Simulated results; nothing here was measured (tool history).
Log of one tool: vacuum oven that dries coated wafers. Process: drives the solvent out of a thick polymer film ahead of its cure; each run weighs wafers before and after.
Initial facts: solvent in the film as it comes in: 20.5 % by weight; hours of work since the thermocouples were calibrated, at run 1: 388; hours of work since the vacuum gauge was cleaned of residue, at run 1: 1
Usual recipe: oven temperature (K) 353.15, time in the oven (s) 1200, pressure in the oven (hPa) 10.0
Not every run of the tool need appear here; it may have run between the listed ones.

| run | hour | oven temperature (K) | time in the oven (s) | pressure in the oven (hPa) | hours of work since the thermocouples were calibrated | hours of work since the vacuum gauge was cleaned of residue | solvent left in the film (%) |
|---|---|---|---|---|---|---|---|
| 1 | 0.0 | 353.15 | 1200 | 10.0 | 388 | 1 | 1.42 |
| 2 | 83.2 | 353.15 | 1320 | 10.0 | 453 | 66 | 1.24 |
| 3 | 202.9 | 353.15 | 1200 | 10.0 | 547 | 160 | 1.52 |
| 4 | 302.5 | 353.15 | 1200 | 7.3 | 625 | 238 | 1.43 |
| 5 | 411.4 | 353.15 | 1200 | 7.3 | 710 | 323 | 1.46 |
| 6 | 486.7 | 353.15 | 1200 | 24.6 | 769 | 382 | 2.31 |
|  | 496.0 | vacuum gauge cleaned of residue and calibrated |
| 7 | 586.3 | 343.15 | 1200 | 10.0 | 846 | 71 | 4.61 |
| 8 | 706.6 | 343.15 | 1200 | 10.0 | 941 | 165 | 4.67 |
| 9 | 809.0 | 343.15 | 1200 | 10.0 | 1021 | 245 | 4.80 |
| 10 | 906.2 | 340.15 | 1740 | 12.6 | 1097 | 322 | 4.26 |
| 11 | 972.0 | 360.15 | 1020 | 34.7 | 1149 | 373 | 2.01 |
| 12 | 1024.4 | 353.15 | 1380 | 7.7 | 1190 | 414 | 1.42 |
|  | 1093.2 | vacuum gauge cleaned of residue and calibrated, once more |
| 13 | 1093.2 | 344.15 | 1380 | 7.7 | 1243 | 0 | 3.31 |
|  | 1165.8 | oven's thermocouples calibrated |
| 14 | 1165.8 | 353.15 | 1860 | 15.5 | 0 | 55 | 1.02 |
| 15 | 1245.1 | 351.15 | 1200 | 10.0 | 62 | 118 | 1.71 |
| 16 | 1318.9 | 351.15 | 1200 | 10.0 | 120 | 175 | 1.76 |
| 17 | 1391.7 | 367.15 | 1200 | 19.4 | 177 | 233 | 0.62 |

Branching from run 17: 5 alternative next runs. What would each branch give?
| A | 1459.0 | 352.15 | 1200 | 10.0 | 230 | 285 | ? |
| B | 1459.0 | 354.15 | 1440 | 5.2 | 230 | 285 | ? |
| C | 1459.0 | 355.15 | 900 | 5.0 | 230 | 285 | ? |
| D | 1459.0 | 364.15 | 1140 | 19.4 | 230 | 285 | ? |
| E | 1459.0 | 366.15 | 1080 | 19.3 | 230 | 285 | ? |

| run | solvent left in the film (%) |
|---|---|
| A | 1.63 |
| B | 0.66 |
| C | 1.62 |
| D | 0.75 |
| E | 0.64 |
What these runs would have given with no unlogged condition in the tool:
| run | solvent left in the film (%) |
|---|---|
| A | 1.57 |
| B | 0.60 |
| C | 1.57 |
| D | 0.71 |
| E | 0.60 |
